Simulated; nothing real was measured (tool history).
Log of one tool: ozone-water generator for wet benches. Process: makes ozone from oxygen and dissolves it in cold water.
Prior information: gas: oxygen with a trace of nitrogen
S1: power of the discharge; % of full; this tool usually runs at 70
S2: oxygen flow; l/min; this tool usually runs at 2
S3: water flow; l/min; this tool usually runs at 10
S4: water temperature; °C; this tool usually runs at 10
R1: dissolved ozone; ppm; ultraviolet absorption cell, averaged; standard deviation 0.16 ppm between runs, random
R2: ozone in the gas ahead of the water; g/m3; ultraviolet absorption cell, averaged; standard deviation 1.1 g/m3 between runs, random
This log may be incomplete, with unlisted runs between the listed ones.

run      day  S1    S2  S3  S4    R1     R2
  1        0  70     2  10  10  20.3  199.7
  2     4.25  70     2  10   6  21.7  200.4
  3    6.825  70     2  10  10  20.5  197.1
  4   10.833  70     2  10  10  20.5  196.7
  5   14.771  70     2  10  10  20.5  198.1
  6   17.292  70     2   6  10  30.5  197.5
  7   21.504  70     2   6  10    30  198.4
  8   23.554  70     2  10  10  20.5  197.7
  9   25.642  70     2  10   7  21.3  197.2
 10   29.008  70     2  10   7  21.3  197.1
 11   32.867  70     2  10   7  21.3  197.2
 12   36.442  70     2  10  10  20.4  197.6
 13    40.15  70     2  10  10  20.7  196.9
 14   44.046  70     2   6  10    30  196.5
 15   48.112  70     2  16  10  13.5  194.1
 16   51.267  70     2  10  10  20.7  195.5
 17   55.342  70     2  10  10  20.8  195.1
 18     59.1  45   2.4  11   5  16.6  144.8
 19     62.2  45   2.4  11   5  16.6  141.3
 20   64.521  45   2.4  11   5  16.6  141.3
 21   68.333  58     2  10   7  19.4  178.5
 22   71.117  70  3.37  13  14  17.2  153.8
 23   73.204  88  3.37  13   6  21.7  170.6
 24   77.367  86     2  12   7  20.2  215.8
 25   81.525  86     2  12   7  19.7  212.8
      85.683  -- water thermometer calibrated
 26   85.967  70     2  10   6  21.3  195.8
 27   88.733  75     2  10  10  21.5  199.2
 28   91.304  55  3.12   8   8  23.4  137.9
 29   93.275  70  3.27   8  10  25.5  154.1
 30   96.771  99  3.27  11  10  24.6    184
 31  100.196  96  3.28  14   9  20.1  178.4
         102  -- gauge calibrated
 32  102.704  50  3.21  10  16    17  133.7
 33   105.65  56  1.12  10  10  15.8  236.1

Results for each run, recomputed without the tool's hidden state and with each run's random variation untouched:
The hidden state here: yield of the discharge, % of new electrodes'; contactor's efficiency, % of a clean one's; true water temperature over the reading, C; drift of the gauge itself on ozone_ppm, %; drift of the gauge itself on gas_g_m3, %.
run     R2
  1  199.8
  2  200.8
  3  197.6
  4  197.4
  5    199
  6  198.6
  7  199.7
  8  199.1
  9  198.7
 10  198.8
 11  199.2
 12  199.8
 13  199.3
 14    199
 15  196.9
 16  198.5
 17  198.3
 18  147.3
 19  143.9
 20  143.9
 21  182.1
 22  157.1
 23  174.3
 24  220.8
 25    218
 26  200.8
 27  204.5
 28  141.7
 29  158.4
 30  189.3
 31  183.7
 32  133.9
 33  236.6
For R1, the value without the hidden state is never more than 0.1 ppm from the measured value.

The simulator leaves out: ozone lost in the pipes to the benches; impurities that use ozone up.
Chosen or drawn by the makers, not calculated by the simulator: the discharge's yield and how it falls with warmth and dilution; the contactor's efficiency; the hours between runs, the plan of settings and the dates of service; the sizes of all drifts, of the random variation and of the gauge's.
